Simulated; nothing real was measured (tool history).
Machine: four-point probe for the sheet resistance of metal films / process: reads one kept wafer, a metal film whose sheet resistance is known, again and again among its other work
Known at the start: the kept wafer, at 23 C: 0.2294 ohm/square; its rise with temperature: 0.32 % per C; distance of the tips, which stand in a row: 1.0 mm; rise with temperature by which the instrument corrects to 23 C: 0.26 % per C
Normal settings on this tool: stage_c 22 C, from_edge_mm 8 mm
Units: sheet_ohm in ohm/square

run    hour  stage_c  from_edge_mm  sheet_ohm
  1     0.0       22             8   0.230070
  2    47.7       22             8   0.230117
  3    82.2       22             8   0.230187
  4   117.4       28             8   0.230980
  5   148.2       28             8   0.230915
  6   205.6       34             8   0.231679
  7   238.0       34             8   0.231792
  8   281.9       30             8   0.231212
  9   310.0       25             8   0.230547
 10   347.5       25             8   0.230490
 11   387.2       26             8   0.230754
 12   434.1       22             8   0.230178
 13   493.0       22             8   0.230154
 14   544.7       18             8   0.229543
 15   596.2       18             7   0.230193
 16   643.7       22             8   0.230211
 17   689.7       22             8   0.230150
 18   753.2       22             8   0.230108
 19   790.8       22             8   0.230177
 20   835.0       22             8   0.230201
 21   884.7       22            55   0.228349
 22   938.0       22             9   0.229815
 23   978.1       20            24   0.228162
      983.2  -- stage's thermometer calibrated
 24  1037.1       24            45   0.228634
 25  1078.4       24            17   0.228874
 26  1119.4       24            17   0.229044
     1156.3  -- stage's thermometer calibrated, once more
 27  1182.6       24            17   0.229385
 28  1240.2       27            39   0.229423
 29  1269.5       27            39   0.229466
 30  1321.2       20            16   0.228843
 31  1365.2       20            16   0.228973
 32  1421.0       20            16   0.228949
 33  1465.4       24            10   0.230334
 34  1504.0       24            10   0.230198
 35  1532.5       24            10   0.230168
 36  1578.9       25            24   0.229369
 37  1630.8       21             8   0.230494
 38  1660.7       25            11   0.230205
 39  1710.8       24            60   0.229112
 40  1771.8       24             8   0.230971
 41  1801.4       25            13   0.229939
 42  1849.9       26            66   0.229372
 43  1890.1       26            66   0.229379
 44  1952.3       31             8   0.231991

Consider 4 possible next runs. They are alternatives, not a sequence: every one starts from the tool as it was left by run 44. What does each give?
  A  1987.1       22             8          ?
  B  1987.1       31             3          ?
  C  1987.1       31             5          ?
  D  1987.1       21            39          ?

run  sheet_ohm
  A   0.230693
  B   0.243091
  C   0.234949
  D   0.228775
With no hidden state in the tool, these same runs would have given:
run  sheet_ohm
  A   0.231134
  B   0.243551
  C   0.235395
  D   0.229212
